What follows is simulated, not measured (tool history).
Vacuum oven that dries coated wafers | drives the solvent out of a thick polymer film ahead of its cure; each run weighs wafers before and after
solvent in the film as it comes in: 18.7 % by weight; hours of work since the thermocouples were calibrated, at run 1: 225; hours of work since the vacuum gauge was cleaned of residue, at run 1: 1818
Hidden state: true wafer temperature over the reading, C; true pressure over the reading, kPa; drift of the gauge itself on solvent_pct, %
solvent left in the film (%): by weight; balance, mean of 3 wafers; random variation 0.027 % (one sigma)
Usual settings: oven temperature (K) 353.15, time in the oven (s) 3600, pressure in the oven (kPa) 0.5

run   hour  oven temperature (K)  time in the oven (s)  pressure in the oven (kPa)  hours of work since the thermocouples were calibrated  hours of work since the vacuum gauge was cleaned of residue  solvent left in the film (%)
  1      0                353.15                  3600                         0.5                                                    225                                                         1818                          1.47
  2   46.6                353.15                  3600                         0.5                                                    255                                                         1849                          1.46
  3  114.8                353.15                  3600                       1.222                                                    300                                                         1894                          1.78
  4  166.1                353.15                  3600                         0.5                                                    333                                                         1927                          1.42
  5  225.3                353.15                  3600                       0.492                                                    372                                                         1966                          1.43
  6  283.4                353.15                  3600                       0.492                                                    410                                                         2004                          1.45
  7  352.3                353.15                  3600                       0.492                                                    455                                                         2049                          1.52
  8  387.1                353.15                  3600                       0.492                                                    478                                                         2072                          1.48
  9  432.6                364.15                  3600                       0.342                                                    508                                                         2102                          0.28
 10  502.5                364.15                  3660                        0.31                                                    554                                                         2148                           0.2
 11  572.5                355.15                  2040                         0.5                                                    600                                                         2194                          3.21
 12  627.4                351.15                  2040                       1.002                                                    636                                                         2230                          4.75
 13  687.5                365.15                  2400                       0.393                                                    675                                                         2269                          0.56

The next listed run, before its measurement:
 14  753.5                363.15                  6180                       1.611                                                    718                                                         2312                             ?

Run 14 gave solvent left in the film (%) 0.57.
Without the tool's hidden state the same run would have given solvent left in the film (%) 0.56.
